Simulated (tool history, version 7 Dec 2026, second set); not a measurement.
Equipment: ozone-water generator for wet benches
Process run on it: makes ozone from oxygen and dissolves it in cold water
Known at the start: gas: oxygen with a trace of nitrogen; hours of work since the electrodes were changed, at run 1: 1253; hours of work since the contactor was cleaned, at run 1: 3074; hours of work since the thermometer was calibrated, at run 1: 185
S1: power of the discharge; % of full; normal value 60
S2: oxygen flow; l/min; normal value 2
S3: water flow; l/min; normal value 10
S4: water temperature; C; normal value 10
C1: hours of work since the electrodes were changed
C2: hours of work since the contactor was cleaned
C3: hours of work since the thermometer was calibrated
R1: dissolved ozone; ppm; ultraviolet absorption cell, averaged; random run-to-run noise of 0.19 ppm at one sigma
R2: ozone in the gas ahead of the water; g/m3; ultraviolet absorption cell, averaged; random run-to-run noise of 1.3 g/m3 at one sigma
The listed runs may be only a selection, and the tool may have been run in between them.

| run | day | S1 | S2 | S3 | S4 | C1 | C2 | C3 | R1 | R2 |
|---|---|---|---|---|---|---|---|---|---|---|
| 1 | 0 | 60 | 2 | 10 | 10 | 1253 | 3074 | 185 | 24.7 | 229.6 |
| 2 | 1.325 | 60 | 2 | 10 | 10 | 1284 | 3104 | 216 | 24.6 | 230.1 |
| 3 | 2.067 | 60 | 2 | 10 | 10 | 1301 | 3121 | 233 | 25.2 | 229.3 |
| 4 | 2.871 | 60 | 2 | 10 | 10 | 1320 | 3140 | 252 | 24.8 | 228.8 |
| 5 | 3.525 | 60 | 2 | 10 | 10 | 1335 | 3155 | 267 | 25.2 | 232.5 |
| 6 | 4.429 | 60 | 2 | 10 | 10 | 1356 | 3176 | 288 | 24.8 | 233.5 |
| 7 | 5.754 | 60 | 2 | 10 | 10 | 1386 | 3207 | 319 | 25.3 | 231 |
| 8 | 7.038 | 60 | 2 | 10 | 10 | 1416 | 3237 | 348 | 24.9 | 229.4 |
| 9 | 7.858 | 60 | 2 | 10 | 10 | 1435 | 3256 | 367 | 24.7 | 229.5 |
| 10 | 8.967 | 60 | 2 | 10 | 10 | 1461 | 3282 | 393 | 24.7 | 230.9 |
| 11 | 10.104 | 60 | 2 | 10 | 10 | 1487 | 3308 | 420 | 24.6 | 229.3 |
|  | 10.2 | water thermometer calibrated |
| 12 | 10.95 | 60 | 2 | 10 | 10 | 1506 | 3327 | 17 | 24.7 | 231.1 |
| 13 | 12.392 | 60 | 2 | 10 | 10 | 1540 | 3360 | 51 | 24.2 | 229.3 |
|  | 13.017 | water thermometer calibrated, once more |
| 14 | 13.588 | 60 | 1.47 | 10 | 10 | 1567 | 3388 | 13 | 24.3 | 279.8 |
| 15 | 14.575 | 81 | 2.05 | 15 | 10 | 1590 | 3411 | 36 | 20.7 | 268.6 |
| 16 | 15.496 | 75 | 2.89 | 10 | 10 | 1611 | 3432 | 57 | 27.3 | 205 |
| 17 | 16.833 | 60 | 2 | 10 | 10 | 1642 | 3463 | 89 | 24.6 | 228.6 |
| 18 | 17.517 | 41 | 2 | 8 | 10 | 1658 | 3479 | 104 | 23.3 | 184.2 |
| 19 | 18.662 | 41 | 2 | 8 | 9 | 1685 | 3505 | 131 | 23.5 | 183.4 |
| 20 | 20.046 | 61 | 2 | 6 | 12 | 1717 | 3538 | 163 | 34.9 | 228.5 |
| 21 | 21.117 | 61 | 2 | 6 | 12 | 1742 | 3562 | 188 | 35.1 | 230.4 |
| 22 | 22.658 | 100 | 2.15 | 6 | 12 | 1777 | 3598 | 224 | 45.8 | 292.4 |
| 23 | 23.538 | 70 | 1.74 | 7 | 7 | 1798 | 3619 | 244 | 36.3 | 274.3 |

4 ways to go on from here, each from the tool as it stands after run 23. What would each give?
| A | 24.862 | 52 | 1.01 | 7 | 7 | 1829 | 3649 | 275 | ? | ? |
| B | 24.862 | 87 | 1.27 | 7 | 15 | 1829 | 3649 | 275 | ? | ? |
| C | 24.862 | 70 | 1.74 | 7 | 7 | 1829 | 3649 | 275 | ? | ? |
| D | 24.862 | 70 | 1.62 | 8 | 7 | 1829 | 3649 | 275 | ? | ? |

| run | R1 | R2 |
|---|---|---|
| A | 29.9 | 328.3 |
| B | 38.1 | 380.8 |
| C | 35.9 | 271.7 |
| D | 32.4 | 285.8 |
With the hidden condition removed and each run's random variation left untouched, the same runs would have given:
| run | R1 | R2 |
|---|---|---|
| A | 32.5 | 343.6 |
| B | 42.1 | 405.2 |
| C | 39.4 | 287.1 |
| D | 35.6 | 302 |

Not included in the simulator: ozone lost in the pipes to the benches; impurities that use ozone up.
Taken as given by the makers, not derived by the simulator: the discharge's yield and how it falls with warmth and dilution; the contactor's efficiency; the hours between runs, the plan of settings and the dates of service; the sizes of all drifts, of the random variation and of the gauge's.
